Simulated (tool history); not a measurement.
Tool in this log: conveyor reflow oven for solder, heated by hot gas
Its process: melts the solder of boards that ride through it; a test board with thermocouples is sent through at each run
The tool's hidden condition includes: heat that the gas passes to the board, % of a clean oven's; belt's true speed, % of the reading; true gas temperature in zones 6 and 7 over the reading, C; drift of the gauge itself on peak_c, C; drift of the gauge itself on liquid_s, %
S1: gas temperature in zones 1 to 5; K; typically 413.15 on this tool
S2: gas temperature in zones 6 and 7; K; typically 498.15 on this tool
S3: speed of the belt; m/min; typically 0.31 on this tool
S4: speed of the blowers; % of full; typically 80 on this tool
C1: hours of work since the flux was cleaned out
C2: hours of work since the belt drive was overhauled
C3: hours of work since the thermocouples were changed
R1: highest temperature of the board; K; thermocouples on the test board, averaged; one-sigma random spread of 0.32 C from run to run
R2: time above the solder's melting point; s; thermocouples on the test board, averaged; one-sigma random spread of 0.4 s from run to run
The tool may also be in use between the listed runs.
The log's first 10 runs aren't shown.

{"run": 11, "hour": 630.8, "S1": 413.15, "S2": 510.15, "S3": 0.31, "S4": 80, "C1": 278, "C2": 744, "C3": 581, "R1": 501.25, "R2": 100.7}
{"run": 12, "hour": 703.2, "S1": 413.15, "S2": 510.15, "S3": 0.31, "S4": 80, "C1": 310, "C2": 776, "C3": 613, "R1": 501.65, "R2": 101.1}
{"run": 13, "hour": 773.7, "S1": 413.15, "S2": 510.15, "S3": 0.31, "S4": 80, "C1": 341, "C2": 807, "C3": 644, "R1": 501.05, "R2": 100.8}
{"run": 14, "hour": 851.0, "S1": 413.15, "S2": 488.15, "S3": 0.31, "S4": 80, "C1": 375, "C2": 841, "C3": 678, "R1": 480.55, "R2": 79.3}
{"run": 15, "hour": 897.7, "S1": 413.15, "S2": 488.15, "S3": 0.31, "S4": 80, "C1": 396, "C2": 861, "C3": 699, "R1": 481.15, "R2": 78.3}
{"hour": 942.6, "done": "flux residue cleaned out of gas plates and filters"}
{"run": 16, "hour": 965.1, "S1": 427.15, "S2": 490.15, "S3": 0.318, "S4": 80, "C1": 10, "C2": 889, "C3": 726, "R1": 485.65, "R2": 92.9}
{"run": 17, "hour": 1027.4, "S1": 427.15, "S2": 490.15, "S3": 0.318, "S4": 80, "C1": 37, "C2": 916, "C3": 754, "R1": 485.85, "R2": 92.7}
{"run": 18, "hour": 1088.5, "S1": 427.15, "S2": 490.15, "S3": 0.318, "S4": 80, "C1": 64, "C2": 943, "C3": 781, "R1": 485.05, "R2": 91.5}
{"run": 19, "hour": 1139.1, "S1": 398.15, "S2": 503.15, "S3": 0.318, "S4": 80, "C1": 87, "C2": 966, "C3": 803, "R1": 493.85, "R2": 85.3}
{"run": 20, "hour": 1209.5, "S1": 398.15, "S2": 510.15, "S3": 0.318, "S4": 56, "C1": 118, "C2": 997, "C3": 834, "R1": 493.95, "R2": 83.1}
{"hour": 1219.5, "done": "belt drive overhauled, speed set with a stopwatch"}
{"run": 21, "hour": 1276.6, "S1": 402.15, "S2": 500.15, "S3": 0.31, "S4": 80, "C1": 146, "C2": 25, "C3": 862, "R1": 491.65, "R2": 88}
{"run": 22, "hour": 1335.6, "S1": 402.15, "S2": 500.15, "S3": 0.31, "S4": 80, "C1": 171, "C2": 51, "C3": 888, "R1": 492.65, "R2": 88.2}
{"hour": 1399.5, "done": "thermocouples of zones 6 and 7 changed"}
{"run": 23, "hour": 1408.8, "S1": 418.15, "S2": 500.15, "S3": 0.31, "S4": 56, "C1": 203, "C2": 83, "C3": 4, "R1": 486.05, "R2": 87.4}
{"run": 24, "hour": 1467.9, "S1": 398.15, "S2": 498.15, "S3": 0.359, "S4": 80, "C1": 229, "C2": 109, "C3": 30, "R1": 481.95, "R2": 61.1}

What does the tool deliver on the next run?
{"run": 25, "hour": 1511.7, "S1": 415.15, "S2": 501.15, "S3": 0.289, "S4": 80, "C1": 248, "C2": 128, "C3": 49, "R1": "?", "R2": "?"}

{"run 25": {"R1": 492.55, "R2": 102.7}}
With no hidden state in the tool, this same run would have given R1 493.35 K, R2 102.3 s.
